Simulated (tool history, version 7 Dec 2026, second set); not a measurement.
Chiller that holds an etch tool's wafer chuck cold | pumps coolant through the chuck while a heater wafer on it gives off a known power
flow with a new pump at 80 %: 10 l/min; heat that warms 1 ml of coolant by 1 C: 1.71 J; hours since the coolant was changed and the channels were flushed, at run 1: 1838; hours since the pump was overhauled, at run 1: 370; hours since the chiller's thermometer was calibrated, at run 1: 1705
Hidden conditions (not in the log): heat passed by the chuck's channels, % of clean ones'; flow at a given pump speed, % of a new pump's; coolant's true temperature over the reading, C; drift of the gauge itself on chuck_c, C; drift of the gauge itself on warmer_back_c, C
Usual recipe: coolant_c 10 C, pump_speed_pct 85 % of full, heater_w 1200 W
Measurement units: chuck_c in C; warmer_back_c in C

run,day,coolant_c,pump_speed_pct,heater_w,hours since the coolant was changed and the channels were flushed,hours since the pump was overhauled,hours since the chiller's thermometer was calibrated,chuck_c,warmer_back_c
1,0.000,10,85,1200,1838,370,1705,18.10,3.92
2,1.683,8,85,1200,1879,411,1745,16.06,4.00
3,3.212,10,85,778,1915,447,1782,15.22,2.61
4,4.792,10,85,778,1953,485,1820,15.03,2.58
5,6.283,10,85,778,1989,521,1856,15.10,2.65
6,7.175,10,85,778,2011,542,1877,15.11,2.55
7,8.446,10,85,778,2041,573,1908,15.12,2.61
8,10.121,10,85,778,2081,613,1948,15.09,2.59
9,11.642,10,97,778,2118,650,1984,14.65,2.26
10,13.229,10,97,778,2156,688,2022,14.70,2.29
11,14.383,10,85,1200,2184,715,2050,18.09,4.06
12,15.642,10,85,1200,2214,746,2080,18.16,4.01
13,16.367,10,85,1200,2231,763,2098,18.12,4.04
14,17.829,10,85,1200,2266,798,2133,18.18,4.05
15,19.546,10,85,1200,2307,839,2174,18.11,4.02
16,21.100,10,85,1200,2345,877,2211,18.19,4.04
17,21.921,12,87,1129,2364,896,2231,19.52,3.70
18,22.867,13,66,1129,2387,919,2254,22.13,4.95
19,24.179,13,66,1129,2419,951,2285,22.12,5.00
20,25.738,13,71,1129,2456,988,2323,21.67,4.61
21,26.638,18,99,1721,2478,1010,2344,28.89,4.98
22,27.633,4,77,1613,2502,1033,2368,15.92,6.11
23,29.371,4,77,1613,2543,1075,2410,15.95,6.04
24,31.029,13,82,1124,2583,1115,2450,20.85,3.94
25,31.946,13,98,691,2605,1137,2472,17.12,2.02
26,33.421,13,98,691,2640,1172,2507,17.04,2.04
27,35.092,12,67,1200,2681,1213,2547,21.66,5.20
# day 35.688: coolant changed, channels flushed
28,36.446,19,71,627,18,1239,2574,23.28,2.56

Predict each of these 3 candidate next runs independently; none follows another, all start after run 28:
A,37.821,16,97,1062,51,1272,2607,?,?
B,37.821,12,93,1626,51,1272,2607,?,?
C,37.821,3,85,1200,51,1272,2607,?,?

run,chuck_c,warmer_back_c
A,22.12,3.11
B,21.95,4.97
C,10.66,4.10
Take away the tool's hidden state, keep each run's random variation, and the runs would have read:
run,chuck_c,warmer_back_c
A,22.57,3.00
B,22.32,4.80
C,11.08,3.96
